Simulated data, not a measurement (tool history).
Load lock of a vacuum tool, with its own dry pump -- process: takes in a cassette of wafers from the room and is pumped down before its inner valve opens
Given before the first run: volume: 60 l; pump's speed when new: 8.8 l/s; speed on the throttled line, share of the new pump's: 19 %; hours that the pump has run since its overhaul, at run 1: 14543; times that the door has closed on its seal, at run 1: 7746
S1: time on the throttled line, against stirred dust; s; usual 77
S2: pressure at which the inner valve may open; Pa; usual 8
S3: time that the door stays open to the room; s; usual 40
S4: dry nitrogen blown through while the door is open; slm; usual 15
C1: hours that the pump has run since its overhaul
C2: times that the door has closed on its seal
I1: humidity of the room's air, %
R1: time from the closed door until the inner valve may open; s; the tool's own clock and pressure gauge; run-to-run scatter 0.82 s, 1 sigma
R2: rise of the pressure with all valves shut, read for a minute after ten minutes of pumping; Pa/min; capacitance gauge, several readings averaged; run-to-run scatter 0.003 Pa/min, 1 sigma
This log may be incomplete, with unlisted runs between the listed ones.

{"run": 1, "hour": 0.0, "S1": 77, "S2": 8, "S3": 40, "S4": 15, "C1": 14543, "C2": 7746, "I1": 42.4, "R1": 136.9, "R2": 0.031}
{"run": 2, "hour": 212.6, "S1": 77, "S2": 8, "S3": 40, "S4": 13, "C1": 14755, "C2": 8242, "I1": 42.9, "R1": 137.2, "R2": 0.036}
{"run": 3, "hour": 427.4, "S1": 77, "S2": 8, "S3": 40, "S4": 13, "C1": 14970, "C2": 8743, "I1": 45.1, "R1": 136.8, "R2": 0.027}
{"run": 4, "hour": 807.3, "S1": 77, "S2": 8, "S3": 40, "S4": 13, "C1": 15350, "C2": 9630, "I1": 45.6, "R1": 136.6, "R2": 0.037}
{"hour": 992.7, "done": "dry pump taken out, an overhauled one fitted"}
{"run": 5, "hour": 1223.0, "S1": 77, "S2": 8, "S3": 40, "S4": 13, "C1": 230, "C2": 10586, "I1": 44.9, "R1": 127.1, "R2": 0.04}
{"run": 6, "hour": 1682.0, "S1": 77, "S2": 8, "S3": 40, "S4": 13, "C1": 689, "C2": 11658, "I1": 44.7, "R1": 128, "R2": 0.052}
{"run": 7, "hour": 1985.5, "S1": 77, "S2": 15, "S3": 40, "S4": 7, "C1": 993, "C2": 12366, "I1": 43.5, "R1": 123.9, "R2": 0.05}
{"run": 8, "hour": 2307.5, "S1": 77, "S2": 8, "S3": 39, "S4": 15, "C1": 1315, "C2": 13118, "I1": 43.1, "R1": 127.4, "R2": 0.047}
{"run": 9, "hour": 2526.4, "S1": 119, "S2": 8, "S3": 66, "S4": 4, "C1": 1534, "C2": 13629, "I1": 45.7, "R1": 160.8, "R2": 0.064}
{"run": 10, "hour": 2934.5, "S1": 119, "S2": 8, "S3": 66, "S4": 4, "C1": 1942, "C2": 14581, "I1": 46.4, "R1": 161.6, "R2": 0.064}
{"run": 11, "hour": 3360.5, "S1": 119, "S2": 8, "S3": 230, "S4": 11, "C1": 2368, "C2": 15575, "I1": 43.9, "R1": 161.8, "R2": 0.101}

Table of differences, measured result less the result of that run with no hidden state. Run-to-run variation is the same in both. Gauge scatter possibly is not:
What the log doesn't record here: pump's speed, % of a new pump's; leak at the door's seal, Pa l/s; drift of the gauge itself on ready_s, %; drift of the gauge itself on rise_pa_min, %.
run=1 R1=+10.1 R2=+0.016
run=2 R1=+10.3 R2=+0.017
run=3 R1=+10.4 R2=+0.018
run=4 R1=+10.7 R2=+0.021
run=5 R1=+0.1 R2=+0.024
run=6 R1=+0.5 R2=+0.028
run=7 R1=+0.6 R2=+0.031
run=8 R1=+0.9 R2=+0.033
run=9 R1=+0.8 R2=+0.035
run=10 R1=+1 R2=+0.039
run=11 R1=+1.3 R2=+0.043

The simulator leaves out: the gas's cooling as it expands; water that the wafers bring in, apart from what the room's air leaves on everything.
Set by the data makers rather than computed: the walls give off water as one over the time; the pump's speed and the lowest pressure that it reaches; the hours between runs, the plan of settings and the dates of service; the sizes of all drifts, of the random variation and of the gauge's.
